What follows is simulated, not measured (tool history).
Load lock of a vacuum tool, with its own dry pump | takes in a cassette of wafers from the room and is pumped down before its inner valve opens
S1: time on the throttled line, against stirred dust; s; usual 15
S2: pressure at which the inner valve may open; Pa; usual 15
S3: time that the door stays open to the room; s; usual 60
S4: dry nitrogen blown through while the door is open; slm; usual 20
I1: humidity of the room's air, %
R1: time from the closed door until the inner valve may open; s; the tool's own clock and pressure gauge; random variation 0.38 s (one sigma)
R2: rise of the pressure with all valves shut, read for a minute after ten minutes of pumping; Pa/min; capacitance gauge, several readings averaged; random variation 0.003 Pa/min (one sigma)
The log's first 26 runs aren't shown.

run    hour  S1  S2  S3  S4    I1    R1     R2
 27  7620.0  18  22  54  23  45.0  41.6  0.087
 28  7946.1  18  22  54  23  46.0  42.6  0.089
 29  8111.7  18  13  54  14  41.4  44.3  0.096
 30  8367.0  18  13  54  14  42.9  43.8  0.095
 31  8665.5  18  13  54  14  48.1  44.7  0.107
 32  8836.7  24  13  54  32  42.5  48.7  0.091
 33  9168.0  19  21  29  14  45.8  43.2  0.092
 34  9496.9  27  15  60  35  45.6  49.9  0.092
 35  9677.3  27  15  60  35  42.4  50.5  0.095
 36  9965.7  15  18  60  20  45.6  41.7  0.105

3 ways to go on from here, each from the tool as it stands after run 36. What would each give?
  A  10280.5   8  18  60  20  44.0   ?   ?
  B  10280.5  15  15  81  20  46.8   ?   ?
  C  10280.5   8  13  52  20  46.6   ?   ?

run    R1     R2
  A  37.3  0.106
  B  42.7  0.118
  C  38.9  0.102
Without the tool's hidden state the same runs would have given:
run    R1     R2
  A  32.3  0.038
  B  38.0  0.051
  C  33.6  0.035
